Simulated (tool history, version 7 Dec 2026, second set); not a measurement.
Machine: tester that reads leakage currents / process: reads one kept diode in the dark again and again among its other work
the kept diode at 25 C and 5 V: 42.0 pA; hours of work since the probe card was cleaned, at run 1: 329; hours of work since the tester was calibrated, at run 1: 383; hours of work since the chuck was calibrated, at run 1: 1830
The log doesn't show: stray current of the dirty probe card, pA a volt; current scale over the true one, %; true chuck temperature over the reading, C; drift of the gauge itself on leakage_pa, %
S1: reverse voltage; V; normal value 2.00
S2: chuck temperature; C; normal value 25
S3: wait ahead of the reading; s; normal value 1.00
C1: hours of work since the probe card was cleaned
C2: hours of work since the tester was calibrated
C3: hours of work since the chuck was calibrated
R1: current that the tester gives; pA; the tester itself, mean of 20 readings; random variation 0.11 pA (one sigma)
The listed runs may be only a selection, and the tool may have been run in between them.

run	hour	S1	S2	S3	C1	C2	C3	R1
1	0.0	2.00	25	1.00	329	383	1830	33.49
2	33.3	3.96	25	1.00	345	399	1846	42.75
3	82.0	10.31	25	1.00	369	423	1870	61.70
# hour 112.5: chuck's temperature calibrated
4	117.0	10.31	25	1.00	385	439	2	59.66
5	182.2	2.00	25	1.00	417	471	34	32.54
6	216.2	2.00	25	1.00	433	487	51	32.50
7	253.0	2.00	25	1.00	451	505	69	32.51
8	306.8	2.00	25	1.00	477	531	95	32.54
9	337.6	2.00	25	1.00	492	546	110	32.66
10	397.9	2.00	25	1.00	522	576	139	32.65
11	457.2	2.00	25	5.17	551	605	168	32.60
12	486.6	2.00	31	1.65	565	619	182	52.70
13	516.2	2.00	23	1.00	579	633	197	27.97
14	556.0	2.00	25	1.00	599	653	216	32.85
15	602.7	2.00	25	1.00	622	676	239	33.03
16	655.7	14.71	25	3.73	648	702	265	71.01
17	705.9	14.71	25	3.73	672	726	289	71.58
18	768.9	14.71	25	3.73	703	757	320	71.75
19	820.6	13.91	41	1.00	728	782	345	226.41
20	879.2	13.91	41	1.00	757	811	374	228.09
21	930.9	1.38	23	1.40	782	836	399	24.74
22	964.0	11.55	32	1.00	798	852	415	111.39

Alternative continuations, all from the tool just after run 22; predict every row:
A	1011.5	2.00	38	0.50	821	875	438	?
B	1011.5	3.57	25	1.00	821	875	438	?
C	1011.5	12.12	30	1.00	821	875	438	?
D	1011.5	11.55	50	1.00	821	875	438	?

run	R1
A	91.89
B	41.85
C	98.23
D	404.01
With the hidden condition removed and each run's random variation left untouched, the same runs would have given:
run	R1
A	88.58
B	38.31
C	87.30
D	388.07
